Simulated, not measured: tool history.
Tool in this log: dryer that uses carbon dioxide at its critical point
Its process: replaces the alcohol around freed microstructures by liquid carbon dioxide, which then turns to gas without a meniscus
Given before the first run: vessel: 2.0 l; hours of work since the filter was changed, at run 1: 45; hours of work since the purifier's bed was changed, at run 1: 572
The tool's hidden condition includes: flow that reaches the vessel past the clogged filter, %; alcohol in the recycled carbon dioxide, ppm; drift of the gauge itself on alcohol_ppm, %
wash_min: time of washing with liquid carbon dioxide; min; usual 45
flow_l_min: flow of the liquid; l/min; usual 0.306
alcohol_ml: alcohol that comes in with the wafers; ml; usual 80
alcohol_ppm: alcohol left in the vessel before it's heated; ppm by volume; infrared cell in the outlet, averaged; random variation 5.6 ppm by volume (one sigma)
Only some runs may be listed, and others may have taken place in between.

run,hour,wash_min,flow_l_min,alcohol_ml,hours of work since the filter was changed,hours of work since the purifier's bed was changed,alcohol_ppm
1,0,45,0.306,80,45,572,309
2,14.8,45,0.306,80,54,581,319
3,28.1,45,0.306,80,62,589,334
4,45.3,45,0.306,38,73,600,219
5,59.9,45,0.306,38,82,609,238
6,79.3,45,0.306,38,94,621,234
7,110.6,45,0.306,38,114,641,251
8,140,45,0.306,38,132,659,266
9,171.2,45,0.306,38,151,678,289
10,189.8,45,0.306,29,163,690,253
11,204.2,45,0.306,80,172,699,440
12,233.2,45,0.306,80,190,717,441
13,256.7,45,0.306,80,205,732,447
14,278.3,71,0.219,66,218,745,289
15,309.4,41,0.328,99,237,764,623
16,326.9,41,0.328,45,248,775,396
17,339.7,41,0.328,45,256,783,387
18,368,67,0.306,80,274,801,218
19,393.6,55,0.434,83,290,817,200
20,416.8,55,0.434,83,304,831,195
21,438.3,29,0.312,54,318,845,1482
# hour 443.2: purifier's bed changed
# hour 465.2: inlet filter changed
22,468.2,29,0.312,54,2,15,768
23,494.3,29,0.312,54,18,31,775
24,522.6,27,0.306,65,36,49,1314
25,543.8,27,0.306,65,49,62,1354
26,560.5,33,0.306,74,59,72,778

How the hidden state differs across the entries between the runs, from the last listed run before each to the first after it:
Run 21 -> run 22: purifier's bed changed (hour 443.2); inlet filter changed (hour 465.2)
  flow that reaches the vessel past the clogged filter, %: 84.1 -> 99.2; alcohol in the recycled carbon dioxide, ppm: 190.3 -> 9.1
  measured minus no-state result, alcohol_ppm: +749 -> +27 ppm by volume
